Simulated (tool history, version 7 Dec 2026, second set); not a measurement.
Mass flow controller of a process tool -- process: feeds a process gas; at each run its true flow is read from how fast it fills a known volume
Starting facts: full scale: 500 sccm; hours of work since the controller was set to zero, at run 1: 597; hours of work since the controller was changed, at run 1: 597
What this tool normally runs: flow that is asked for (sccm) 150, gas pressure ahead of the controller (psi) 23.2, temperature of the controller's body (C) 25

run	hour	flow that is asked for (sccm)	gas pressure ahead of the controller (psi)	temperature of the controller's body (C)	hours of work since the controller was set to zero	hours of work since the controller was changed	true flow (%)
1	0	150	23.2	25	597	597	97.59
2	80.2	150	23.2	25	648	648	97.69
3	123.8	98	23.2	25	676	676	97.07
4	170.3	98	23.2	25	705	705	96.88
5	233	98	23.2	25	745	745	96.84
6	292.8	98	23.2	25	783	783	96.83
7	344.9	98	23.2	25	817	817	96.86
8	428.9	150	23.2	22	870	870	96.94
9	472.9	150	23.2	22	898	898	96.93
10	559.9	150	23.2	22	954	954	96.81
11	607.2	150	21	25	984	984	97.03
# hour 614.2: controller's zero set anew
12	684.7	150	23.2	24	45	1033	96.81
13	738.4	474	39.7	24	79	1067	99.43
14	798.3	474	39.7	24	117	1105	99.39
15	883.2	474	39.7	24	171	1159	99.59
16	972.3	134	23.2	21	228	1216	95.82
17	1035.7	150	23.2	35	269	1256	97.57
18	1078.4	50	26.1	23	296	1284	93.39
19	1122.6	153	26.8	24	324	1312	96.65

Consider 5 possible next runs. They are alternatives, not a sequence: every one starts from the tool as it was left by run 19. What does each give?
# hour 1186.4: controller's zero set anew, once more
A	1186.4	153	26.8	25	0	1352	?
# hour 1186.4: controller's zero set anew, once more
B	1186.4	243	26.8	31	0	1352	?
# hour 1186.4: controller's zero set anew, once more
C	1186.4	150	23.2	27	0	1352	?
# hour 1186.4: controller's zero set anew, once more
D	1186.4	258	24.5	33	0	1352	?
# hour 1186.4: controller's zero set anew, once more
E	1186.4	228	23.2	20	0	1352	?

run	true flow (%)
A	98.02
B	99
C	98.08
D	99.07
E	97.44
Take away the tool's hidden state, keep each run's random variation, and the runs would have read:
run	true flow (%)
A	98.72
B	99.68
C	98.79
D	99.73
E	98.12
